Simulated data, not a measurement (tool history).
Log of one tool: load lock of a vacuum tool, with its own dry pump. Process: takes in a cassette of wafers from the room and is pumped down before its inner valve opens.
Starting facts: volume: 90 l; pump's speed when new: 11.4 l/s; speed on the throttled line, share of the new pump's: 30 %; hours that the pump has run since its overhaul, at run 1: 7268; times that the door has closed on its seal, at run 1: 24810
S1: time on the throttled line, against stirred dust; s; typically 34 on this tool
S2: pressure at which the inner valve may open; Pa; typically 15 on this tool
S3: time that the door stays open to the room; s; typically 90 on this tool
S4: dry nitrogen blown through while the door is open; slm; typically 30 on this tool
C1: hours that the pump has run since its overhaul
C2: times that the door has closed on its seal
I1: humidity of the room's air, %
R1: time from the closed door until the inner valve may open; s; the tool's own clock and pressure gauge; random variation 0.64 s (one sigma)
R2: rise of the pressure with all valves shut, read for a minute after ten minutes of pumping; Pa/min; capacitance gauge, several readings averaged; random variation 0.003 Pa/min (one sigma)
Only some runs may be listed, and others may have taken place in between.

| run | hour | S1 | S2 | S3 | S4 | C1 | C2 | I1 | R1 | R2 |
|---|---|---|---|---|---|---|---|---|---|---|
| 1 | 0.0 | 34 | 15 | 90 | 30 | 7268 | 24810 | 41.5 | 97.9 | 0.233 |
| 2 | 86.2 | 34 | 15 | 90 | 30 | 7354 | 25142 | 42.5 | 97.4 | 0.236 |
| 3 | 220.9 | 34 | 15 | 90 | 30 | 7489 | 25661 | 45.0 | 98.2 | 0.240 |
| 4 | 396.7 | 34 | 15 | 90 | 30 | 7664 | 26338 | 44.1 | 98.2 | 0.253 |
| 5 | 490.1 | 34 | 15 | 90 | 30 | 7758 | 26698 | 44.6 | 99.2 | 0.258 |
| 6 | 586.2 | 34 | 15 | 90 | 30 | 7854 | 27068 | 47.5 | 99.7 | 0.260 |
| 7 | 685.3 | 34 | 14 | 90 | 30 | 7953 | 27449 | 43.9 | 98.8 | 0.259 |
| 8 | 773.3 | 34 | 15 | 90 | 30 | 8041 | 27788 | 44.2 | 99.0 | 0.273 |
| 9 | 892.2 | 34 | 15 | 90 | 30 | 8160 | 28246 | 46.5 | 99.6 | 0.277 |
| 10 | 1063.5 | 34 | 15 | 90 | 30 | 8331 | 28906 | 44.5 | 98.5 | 0.289 |
| 11 | 1148.5 | 34 | 15 | 90 | 30 | 8416 | 29234 | 43.6 | 98.6 | 0.289 |
| 12 | 1263.3 | 34 | 15 | 90 | 8 | 8531 | 29675 | 41.3 | 99.5 | 0.310 |
| 13 | 1374.9 | 34 | 15 | 90 | 30 | 8643 | 30105 | 42.6 | 99.3 | 0.306 |
| 14 | 1465.6 | 34 | 15 | 90 | 30 | 8733 | 30455 | 47.6 | 99.9 | 0.311 |
| 15 | 1631.6 | 34 | 15 | 90 | 5 | 8899 | 31094 | 43.5 | 99.5 | 0.333 |
| 16 | 1813.8 | 34 | 15 | 90 | 5 | 9082 | 31796 | 47.8 | 99.1 | 0.351 |
| 17 | 1965.2 | 34 | 15 | 90 | 5 | 9233 | 32379 | 45.2 | 99.3 | 0.348 |
| 18 | 2130.2 | 34 | 15 | 40 | 30 | 9398 | 33014 | 44.6 | 100.0 | 0.341 |
| 19 | 2322.3 | 34 | 13 | 163 | 16 | 9590 | 33755 | 43.0 | 101.1 | 0.379 |
| 20 | 2446.9 | 34 | 15 | 90 | 26 | 9715 | 34234 | 46.9 | 99.3 | 0.373 |
| 21 | 2613.2 | 34 | 15 | 33 | 30 | 9881 | 34875 | 45.0 | 99.3 | 0.369 |
| 22 | 2794.5 | 34 | 15 | 33 | 30 | 10062 | 35573 | 42.9 | 100.1 | 0.373 |
| 23 | 2928.1 | 34 | 15 | 33 | 30 | 10196 | 36088 | 45.6 | 100.6 | 0.387 |
| 24 | 3122.0 | 34 | 15 | 91 | 8 | 10390 | 36835 | 43.6 | 100.6 | 0.429 |
| 25 | 3209.2 | 34 | 15 | 102 | 8 | 10477 | 37170 | 43.2 | 101.0 | 0.437 |
| 26 | 3385.9 | 34 | 15 | 90 | 40 | 10654 | 37851 | 43.0 | 100.1 | 0.418 |
| 27 | 3554.8 | 29 | 15 | 90 | 30 | 10823 | 38501 | 43.8 | 97.5 | 0.437 |
| 28 | 3725.9 | 63 | 13 | 115 | 10 | 10994 | 39160 | 40.2 | 121.3 | 0.468 |
|  | 3850.8 | door's seal changed, seat wiped |
| 29 | 3850.8 | 63 | 13 | 115 | 30 | 11117 | 0 | 47.6 | 122.0 | 0.026 |
| 30 | 4006.0 | 34 | 15 | 90 | 12 | 11272 | 598 | 43.2 | 101.5 | 0.033 |
| 31 | 4097.1 | 49 | 15 | 45 | 29 | 11363 | 949 | 47.0 | 111.2 | 0.023 |
| 32 | 4293.6 | 25 | 10 | 27 | 30 | 11560 | 1706 | 46.0 | 98.6 | 0.017 |
| 33 | 4399.6 | 29 | 15 | 90 | 38 | 11666 | 2114 | 44.6 | 97.5 | 0.028 |
| 34 | 4490.7 | 29 | 15 | 90 | 38 | 11757 | 2465 | 44.3 | 97.9 | 0.034 |
| 35 | 4684.0 | 34 | 27 | 26 | 30 | 11950 | 3210 | 44.1 | 97.0 | 0.025 |
| 36 | 4768.4 | 34 | 27 | 26 | 30 | 12035 | 3535 | 44.3 | 97.1 | 0.023 |

Below, some changes in R1 between adjacent runs. For each, the amount present without the hidden state too (settings, incoming material, random variation) and the amount remaining for the hidden state with gauge scatter not shared by both compared results:
The hidden state here: pump's speed, % of a new pump's; leak at the door's seal, Pa l/s; drift of the gauge itself on ready_s, %; drift of the gauge itself on rise_pa_min, %.
Run 27 -> 28: S1 29 -> 63, S2 15 -> 13, S3 90 -> 115, S4 30 -> 10. R1 +23.8 s: hidden state -1.1, all else +24.9.
Run 29 -> 30: S1 63 -> 34, S2 13 -> 15, S3 115 -> 90, S4 30 -> 12. R1 -20.5 s: hidden state +1.1, all else -21.6.
Run 31 -> 32: S1 49 -> 25, S2 15 -> 10, S3 45 -> 27, S4 29 -> 30. R1 -12.6 s: hidden state +1.4, all else -14.0.
